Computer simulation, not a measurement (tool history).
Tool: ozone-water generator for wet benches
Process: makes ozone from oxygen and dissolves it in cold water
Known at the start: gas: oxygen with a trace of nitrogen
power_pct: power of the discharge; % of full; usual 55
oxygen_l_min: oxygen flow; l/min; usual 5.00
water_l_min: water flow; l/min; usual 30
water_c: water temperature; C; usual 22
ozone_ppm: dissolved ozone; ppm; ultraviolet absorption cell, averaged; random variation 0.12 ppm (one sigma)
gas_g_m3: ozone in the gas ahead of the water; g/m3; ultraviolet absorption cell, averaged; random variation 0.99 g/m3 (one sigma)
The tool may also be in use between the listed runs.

run	hour	power_pct	oxygen_l_min	water_l_min	water_c	ozone_ppm	gas_g_m3
1	0.0	55	5.00	30	22	11.6	165.6
2	114.8	55	5.65	30	22	11.0	152.3
3	211.8	55	5.00	30	22	11.4	165.3
4	280.7	55	5.00	30	22	11.1	164.8
5	337.9	55	5.00	30	22	11.1	165.1
6	442.5	55	5.00	30	22	11.2	164.8
7	539.4	42	5.00	30	22	9.1	131.3
8	618.3	42	5.00	30	22	9.1	133.4
9	722.1	59	5.00	30	15	12.7	174.1
10	785.1	61	5.00	34	15	11.6	176.0
11	890.0	55	5.45	22	22	15.1	155.5
12	959.8	55	5.14	21	22	16.2	162.3
# hour 987.6: water thermometer calibrated
13	1065.9	55	5.00	19	22	17.3	161.8
14	1121.3	65	5.00	40	22	9.1	184.3
15	1219.7	65	5.00	40	22	9.3	183.7
16	1321.3	65	5.00	40	22	9.3	183.3

The same runs without the tool's hidden state, with the same run-to-run variation:
The hidden state here: yield of the discharge, % of new electrodes'; contactor's efficiency, % of a clean one's; true water temperature over the reading, C; drift of the gauge itself on ozone_ppm, %; drift of the gauge itself on gas_g_m3, %.
run	ozone_ppm	gas_g_m3
1	12.1	170.7
2	11.5	157.2
3	12.0	170.9
4	11.7	170.6
5	11.7	171.1
6	11.7	171.1
7	9.5	135.0
8	9.5	137.4
9	13.5	182.0
10	12.4	184.5
11	16.0	162.6
12	17.2	169.9
13	18.4	169.7
14	9.8	195.0
15	10.0	194.8
16	10.0	194.7
